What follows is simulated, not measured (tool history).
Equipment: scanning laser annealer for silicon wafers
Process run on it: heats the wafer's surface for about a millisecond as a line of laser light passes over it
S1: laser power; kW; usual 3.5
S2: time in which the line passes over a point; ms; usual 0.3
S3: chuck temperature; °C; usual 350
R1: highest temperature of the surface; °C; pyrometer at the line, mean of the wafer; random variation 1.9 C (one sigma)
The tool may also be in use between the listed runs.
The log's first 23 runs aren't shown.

{"run": 24, "hour": 415.6, "S1": 3.5, "S2": 0.214, "S3": 350, "R1": 993}
{"run": 25, "hour": 428.1, "S1": 3.5, "S2": 0.214, "S3": 350, "R1": 994}
{"run": 26, "hour": 446.0, "S1": 3.49, "S2": 0.3, "S3": 329, "R1": 1110}
{"run": 27, "hour": 463.6, "S1": 3.49, "S2": 0.236, "S3": 357, "R1": 1039}
{"run": 28, "hour": 474.3, "S1": 3.5, "S2": 0.306, "S3": 350, "R1": 1138}
{"run": 29, "hour": 489.3, "S1": 3.5, "S2": 0.306, "S3": 350, "R1": 1139}
{"run": 30, "hour": 510.5, "S1": 3.523, "S2": 0.292, "S3": 350, "R1": 1126}
{"run": 31, "hour": 521.8, "S1": 3.523, "S2": 0.292, "S3": 350, "R1": 1121}

Run 32, settings as shown, results not yet in. Your forecast:
{"run": 32, "hour": 534.3, "S1": 3.553, "S2": 0.38, "S3": 342, "R1": "?"}

Logged for run 32: R1 1245 °C.
Minus the tool's unlogged condition, the same run would have read R1 1262 °C.
